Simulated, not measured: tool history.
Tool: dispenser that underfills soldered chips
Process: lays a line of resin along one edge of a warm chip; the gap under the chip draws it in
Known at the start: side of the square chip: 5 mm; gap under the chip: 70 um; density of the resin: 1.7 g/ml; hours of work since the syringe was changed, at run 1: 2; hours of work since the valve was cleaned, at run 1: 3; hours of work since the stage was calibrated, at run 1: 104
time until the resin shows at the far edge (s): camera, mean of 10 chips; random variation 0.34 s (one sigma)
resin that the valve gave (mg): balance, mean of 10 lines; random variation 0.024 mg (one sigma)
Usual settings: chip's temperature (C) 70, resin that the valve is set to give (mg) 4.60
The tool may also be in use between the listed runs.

run   hour  chip's temperature (C)  resin that the valve is set to give (mg)  hours of work since the syringe was changed  hours of work since the valve was cleaned  hours of work since the stage was calibrated  time until the resin shows at the far edge (s)  resin that the valve gave (mg)
  1    0.0                      70                                      4.60                                            2                                          3                                           104                                            18.3                            4.61
       8.9  -- new syringe of resin
  2   11.3                      70                                      4.60                                            1                                         10                                           111                                            19.6                            4.55
      20.6  -- new syringe of resin
  3   23.8                      56                                      4.60                                            2                                         18                                           118                                            35.7                            4.53
  4   30.5                      56                                      4.80                                            6                                         22                                           122                                            48.2                            4.78
      31.9  -- new syringe of resin
  5   41.1                      56                                      4.60                                            6                                         28                                           129                                            47.3                            4.56
      44.0  -- new syringe of resin
  6   46.7                      70                                      5.45                                            2                                         31                                           132                                            18.2                            5.39
      55.5  -- new syringe of resin
  7   55.5                      84                                      5.45                                            0                                         37                                           137                                             9.9                            5.39
  8   62.7                      70                                      4.60                                            4                                         41                                           142                                            23.2                            4.51
      67.6  -- new syringe of resin
  9   71.8                      70                                      5.72                                            3                                         46                                           147                                            19.4                            5.61
      79.7  -- new syringe of resin
 10   81.2                      70                                      5.72                                            1                                         52                                           153                                            17.9                            5.60
 11   89.9                      66                                      4.60                                            6                                         57                                           158                                            32.3                            4.52
      91.2  -- new syringe of resin
 12   97.0                      66                                      4.60                                            4                                         62                                           162                                            26.3                            4.52
     102.7  -- new syringe of resin
 13  109.7                      66                                      4.60                                            4                                         69                                           170                                            27.3                            4.52
     114.4  -- new syringe of resin
 14  122.2                      66                                      4.60                                            5                                         77                                           178                                            29.1                            4.44
     125.9  -- new syringe of resin
 15  132.0                      66                                      4.60                                            4                                         83                                           183                                            26.6                            4.46
     137.8  -- new syringe of resin
 16  138.4                      66                                      4.60                                            0                                         86                                           187                                            20.5                            4.45
     149.4  -- new syringe of resin
 17  151.4                      76                                      4.60                                            1                                         94                                           195                                            14.3                            4.46
 18  157.5                      76                                      4.60                                            5                                         98                                           199                                            19.4                            4.44
     160.8  -- new syringe of resin
 19  169.0                      68                                      5.50                                            5                                        105                                           206                                            26.4                            5.30
     172.6  -- new syringe of resin
 20  180.1                      79                                      4.60                                            5                                        112                                           212                                            17.1                            4.42
     184.1  -- new syringe of resin
     185.1  -- dispensing valve cleaned and set on the balance
 21  191.6                      84                                      5.14                                            4                                          4                                           219                                            13.2                            5.09
     197.3  -- new syringe of resin
 22  200.3                      62                                      5.23                                            2                                          9                                           224                                            25.4                            5.19
     208.9  -- new syringe of resin
 23  210.4                      62                                      5.23                                            1                                         15                                           230                                            24.0                            5.23
 24  217.2                      62                                      5.23                                            5                                         19                                           234                                            34.2                            5.18
     220.8  -- new syringe of resin
 25  225.9                      62                                      5.23                                            3                                         25                                           239                                            28.5                            5.17
     232.2  -- new syringe of resin
 26  232.2                      67                                      4.19                                            0                                         28                                           243                                            18.7                            4.13
 27  241.1                      68                                      4.36                                            5                                         34                                           248                                            27.4                            4.31
     243.7  -- new syringe of resin
 28  252.8                      73                                      5.05                                            6                                         41                                           255                                            23.0                            4.95
     255.1  -- new syringe of resin
 29  261.3                      71                                      4.58                                            4                                         46                                           260                                            21.1                            4.50
     266.5  -- new syringe of resin
 30  273.4                      58                                      4.60                                            4                                         53                                           268                                            37.5                            4.50
     277.9  -- new syringe of resin
 31  279.2                      58                                      4.60                                            1                                         57                                           271                                            27.3                            4.49
 32  285.7                      70                                      4.65                                            5                                         61                                           275                                            23.7                            4.54
     289.9  -- new syringe of resin
 33  293.8                      70                                      4.65                                            2                                         65                                           280                                            20.3                            4.57
     301.8  -- new syringe of resin
 34  306.1                      70                                      4.65                                            3                                         73                                           287                                            20.5                            4.57
     313.4  -- new syringe of resin
 35  317.5                      59                                      5.17                                            3                                         80                                           294                                            31.0                            5.04

Hidden state at the last listed run before each entry between runs and at the first one after, where it differs:
Between runs 1 and 2: new syringe of resin (hour 8.9)
  resin's viscosity, % of fresh resin's: 110.2 -> 113.2; dose that the valve gives, % of what is set: 99.75 -> 99.54; true chip temperature over the reading, C: 0.27 -> 0.29
  measured less the result without the state, time until the resin shows at the far edge (s): +1.5 -> +2.1; resin that the valve gave (mg): -0.01 -> -0.02
Between runs 2 and 3: new syringe of resin (hour 20.6)
  resin's viscosity, % of fresh resin's: 113.2 -> 119.5; dose that the valve gives, % of what is set: 99.54 -> 99.32; true chip temperature over the reading, C: 0.29 -> 0.32
  measured less the result without the state, time until the resin shows at the far edge (s): +2.1 -> +5.5; resin that the valve gave (mg): -0.02 -> -0.03
Between runs 4 and 5: new syringe of resin (hour 31.9)
  resin's viscosity, % of fresh resin's: 164.9 -> 156.8; dose that the valve gives, % of what is set: 99.21 -> 99.03; true chip temperature over the reading, C: 0.33 -> 0.36
  measured less the result without the state, time until the resin shows at the far edge (s): +18.7 -> +16.6; resin that the valve gave (mg): -0.04 -> -0.04
Between runs 5 and 6: new syringe of resin (hour 44.0)
  resin's viscosity, % of fresh resin's: 156.8 -> 115.1; dose that the valve gives, % of what is set: 99.03 -> 98.92; true chip temperature over the reading, C: 0.36 -> 0.37
  measured less the result without the state, time until the resin shows at the far edge (s): +16.6 -> +2.2; resin that the valve gave (mg): -0.04 -> -0.06
Between runs 6 and 7: new syringe of resin (hour 55.5)
  resin's viscosity, % of fresh resin's: 115.1 -> 99.7; dose that the valve gives, % of what is set: 98.92 -> 98.74; true chip temperature over the reading, C: 0.37 -> 0.39
  measured less the result without the state, time until the resin shows at the far edge (s): +2.2 -> -0.2; resin that the valve gave (mg): -0.06 -> -0.07
Between runs 8 and 9: new syringe of resin (hour 67.6)
  resin's viscosity, % of fresh resin's: 141.7 -> 123.9; dose that the valve gives, % of what is set: 98.6 -> 98.44; true chip temperature over the reading, C: 0.4 -> 0.42
  measured less the result without the state, time until the resin shows at the far edge (s): +6.6 -> +3.6; resin that the valve gave (mg): -0.07 -> -0.09
Between runs 9 and 10: new syringe of resin (hour 79.7)
  resin's viscosity, % of fresh resin's: 123.9 -> 108.8; dose that the valve gives, % of what is set: 98.44 -> 98.27; true chip temperature over the reading, C: 0.42 -> 0.45
  measured less the result without the state, time until the resin shows at the far edge (s): +3.6 -> +1.1; resin that the valve gave (mg): -0.09 -> -0.10
Between runs 11 and 12: new syringe of resin (hour 91.2)
  resin's viscosity, % of fresh resin's: 165.9 -> 134; dose that the valve gives, % of what is set: 98.09 -> 97.94; true chip temperature over the reading, C: 0.47 -> 0.48
  measured less the result without the state, time until the resin shows at the far edge (s): +12.6 -> +6.3; resin that the valve gave (mg): -0.09 -> -0.09
Between runs 12 and 13: new syringe of resin (hour 102.7)
  resin's viscosity, % of fresh resin's: 134 -> 140.6; dose that the valve gives, % of what is set: 97.94 -> 97.69; true chip temperature over the reading, C: 0.48 -> 0.51
  measured less the result without the state, time until the resin shows at the far edge (s): +6.3 -> +7.5; resin that the valve gave (mg): -0.09 -> -0.11
Between runs 13 and 14: new syringe of resin (hour 114.4)
  resin's viscosity, % of fresh resin's: 140.6 -> 148.7; dose that the valve gives, % of what is set: 97.69 -> 97.45; true chip temperature over the reading, C: 0.51 -> 0.54
  measured less the result without the state, time until the resin shows at the far edge (s): +7.5 -> +9.0; resin that the valve gave (mg): -0.11 -> -0.12
Between runs 14 and 15: new syringe of resin (hour 125.9)
  resin's viscosity, % of fresh resin's: 148.7 -> 136; dose that the valve gives, % of what is set: 97.45 -> 97.27; true chip temperature over the reading, C: 0.54 -> 0.56
  measured less the result without the state, time until the resin shows at the far edge (s): +9.0 -> +6.5; resin that the valve gave (mg): -0.12 -> -0.12
Between runs 15 and 16: new syringe of resin (hour 137.8)
  resin's viscosity, % of fresh resin's: 136 -> 104.6; dose that the valve gives, % of what is set: 97.27 -> 97.16; true chip temperature over the reading, C: 0.56 -> 0.57
  measured less the result without the state, time until the resin shows at the far edge (s): +6.5 -> +0.5; resin that the valve gave (mg): -0.12 -> -0.13
Between runs 16 and 17: new syringe of resin (hour 149.4)
  resin's viscosity, % of fresh resin's: 104.6 -> 110.2; dose that the valve gives, % of what is set: 97.16 -> 96.92; true chip temperature over the reading, C: 0.57 -> 0.6
  measured less the result without the state, time until the resin shows at the far edge (s): +0.5 -> +1.1; resin that the valve gave (mg): -0.13 -> -0.14
Between runs 18 and 19: new syringe of resin (hour 160.8)
  resin's viscosity, % of fresh resin's: 148.5 -> 150.8; dose that the valve gives, % of what is set: 96.81 -> 96.57; true chip temperature over the reading, C: 0.61 -> 0.64
  measured less the result without the state, time until the resin shows at the far edge (s): +6.2 -> +8.6; resin that the valve gave (mg): -0.15 -> -0.19
Between runs 19 and 20: new syringe of resin (hour 172.6)
  resin's viscosity, % of fresh resin's: 150.8 -> 141.4; dose that the valve gives, % of what is set: 96.57 -> 96.36; true chip temperature over the reading, C: 0.64 -> 0.67
  measured less the result without the state, time until the resin shows at the far edge (s): +8.6 -> +4.6; resin that the valve gave (mg): -0.19 -> -0.17
Between runs 20 and 21: new syringe of resin (hour 184.1); dispensing valve cleaned and set on the balance (hour 185.1)
  resin's viscosity, % of fresh resin's: 141.4 -> 137.7; dose that the valve gives, % of what is set: 96.36 -> 99.86; true chip temperature over the reading, C: 0.67 -> 0.69
  measured less the result without the state, time until the resin shows at the far edge (s): +4.6 -> +3.4; resin that the valve gave (mg): -0.17 -> +0.00
Between runs 21 and 22: new syringe of resin (hour 197.3)
  resin's viscosity, % of fresh resin's: 137.7 -> 115.9; dose that the valve gives, % of what is set: 99.86 -> 99.7; true chip temperature over the reading, C: 0.69 -> 0.71
  measured less the result without the state, time until the resin shows at the far edge (s): +3.4 -> +2.8; resin that the valve gave (mg): +0.00 -> -0.02
Between runs 22 and 23: new syringe of resin (hour 208.9)
  resin's viscosity, % of fresh resin's: 115.9 -> 107.8; dose that the valve gives, % of what is set: 99.7 -> 99.5; true chip temperature over the reading, C: 0.71 -> 0.73
  measured less the result without the state, time until the resin shows at the far edge (s): +2.8 -> +1.0; resin that the valve gave (mg): -0.02 -> -0.02
Between runs 24 and 25: new syringe of resin (hour 220.8)
  resin's viscosity, % of fresh resin's: 150.5 -> 129.5; dose that the valve gives, % of what is set: 99.38 -> 99.22; true chip temperature over the reading, C: 0.75 -> 0.77
  measured less the result without the state, time until the resin shows at the far edge (s): +10.7 -> +5.8; resin that the valve gave (mg): -0.03 -> -0.04
Between runs 25 and 26: new syringe of resin (hour 232.2)
  resin's viscosity, % of fresh resin's: 129.5 -> 100; dose that the valve gives, % of what is set: 99.22 -> 99.11; true chip temperature over the reading, C: 0.77 -> 0.78
  measured less the result without the state, time until the resin shows at the far edge (s): +5.8 -> -0.6; resin that the valve gave (mg): -0.04 -> -0.04
Between runs 27 and 28: new syringe of resin (hour 243.7)
  resin's viscosity, % of fresh resin's: 154.1 -> 158.1; dose that the valve gives, % of what is set: 98.95 -> 98.73; true chip temperature over the reading, C: 0.8 -> 0.82
  measured less the result without the state, time until the resin shows at the far edge (s): +9.0 -> +7.9; resin that the valve gave (mg): -0.04 -> -0.06
Between runs 28 and 29: new syringe of resin (hour 255.1)
  resin's viscosity, % of fresh resin's: 158.1 -> 136.7; dose that the valve gives, % of what is set: 98.73 -> 98.58; true chip temperature over the reading, C: 0.82 -> 0.84
  measured less the result without the state, time until the resin shows at the far edge (s): +7.9 -> +5.3; resin that the valve gave (mg): -0.06 -> -0.06
Between runs 29 and 30: new syringe of resin (hour 266.5)
  resin's viscosity, % of fresh resin's: 136.7 -> 139.4; dose that the valve gives, % of what is set: 98.58 -> 98.35; true chip temperature over the reading, C: 0.84 -> 0.87
  measured less the result without the state, time until the resin shows at the far edge (s): +5.3 -> +9.5; resin that the valve gave (mg): -0.06 -> -0.07
Between runs 30 and 31: new syringe of resin (hour 277.9)
  resin's viscosity, % of fresh resin's: 139.4 -> 104.3; dose that the valve gives, % of what is set: 98.35 -> 98.24; true chip temperature over the reading, C: 0.87 -> 0.88
  measured less the result without the state, time until the resin shows at the far edge (s): +9.5 -> +0.1; resin that the valve gave (mg): -0.07 -> -0.08
Between runs 32 and 33: new syringe of resin (hour 289.9)
  resin's viscosity, % of fresh resin's: 143 -> 123; dose that the valve gives, % of what is set: 98.1 -> 97.95; true chip temperature over the reading, C: 0.89 -> 0.91
  measured less the result without the state, time until the resin shows at the far edge (s): +6.5 -> +3.2; resin that the valve gave (mg): -0.09 -> -0.10
Between runs 33 and 34: new syringe of resin (hour 301.8)
  resin's viscosity, % of fresh resin's: 123 -> 121.9; dose that the valve gives, % of what is set: 97.95 -> 97.73; true chip temperature over the reading, C: 0.91 -> 0.94
  measured less the result without the state, time until the resin shows at the far edge (s): +3.2 -> +3.0; resin that the valve gave (mg): -0.10 -> -0.11
Between runs 34 and 35: new syringe of resin (hour 313.4)
  resin's viscosity, % of fresh resin's: 121.9 -> 122.1; dose that the valve gives, % of what is set: 97.73 -> 97.49; true chip temperature over the reading, C: 0.94 -> 0.96
  measured less the result without the state, time until the resin shows at the far edge (s): +3.0 -> +4.6; resin that the valve gave (mg): -0.11 -> -0.13
